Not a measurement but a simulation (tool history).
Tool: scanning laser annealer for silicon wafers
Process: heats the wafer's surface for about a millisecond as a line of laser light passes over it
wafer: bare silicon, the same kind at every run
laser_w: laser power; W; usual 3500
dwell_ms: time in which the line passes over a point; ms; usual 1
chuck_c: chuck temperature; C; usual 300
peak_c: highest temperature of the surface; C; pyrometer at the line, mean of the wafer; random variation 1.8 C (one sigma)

Run 1, hour 0: usual settings. Result: peak_c 1038 C.
Run 2, hour 35.2: usual settings. Result: peak_c 1036 C.
Run 3, hour 61.5: usual settings but laser_w 3620 W. Result: peak_c 1055 C.
Run 4, hour 90.3: usual settings but laser_w 3620 W. Result: peak_c 1057 C.
At hour 95.1: window over the wafer cleaned.
Run 5, hour 116.9: usual settings. Result: peak_c 1027 C.
Run 6, hour 141.5: usual settings but laser_w 3238 W, dwell_ms 1.01 ms, chuck_c 297 C. Result: peak_c 973 C.
Run 7, hour 158.7: usual settings but laser_w 3238 W, dwell_ms 1.01 ms, chuck_c 297 C. Result: peak_c 971 C.
Run 8, hour 191.2: usual settings but laser_w 3238 W, dwell_ms 0.74 ms, chuck_c 299 C. Result: peak_c 875 C.
Run 9, hour 219.7: usual settings but laser_w 3238 W, dwell_ms 0.74 ms. Result: peak_c 876 C.
At hour 234.8: window over the wafer cleaned, once more.
Run 10, hour 246.1: usual settings but laser_w 3491 W, dwell_ms 0.79 ms, chuck_c 297 C. Result: peak_c 963 C.

Forecast each of these 4 alternatives for the next run:
Run A, hour 283.2: usual settings but laser_w 2990 W, dwell_ms 0.79 ms, chuck_c 297 C. Result: peak_c ?.
Run B, hour 283.2: usual settings but laser_w 3177 W. Result: peak_c ?.
Run C, hour 283.2: usual settings but laser_w 3491 W, dwell_ms 0.79 ms, chuck_c 338 C. Result: peak_c ?.
Run D, hour 283.2: usual settings but laser_w 3661 W, dwell_ms 0.79 ms, chuck_c 297 C. Result: peak_c ?.

run  peak_c
  A     871
  B     984
  C    1000
  D     992
Without the tool's hidden state the same runs would have given:
run  peak_c
  A     879
  B     993
  C    1009
  D    1002
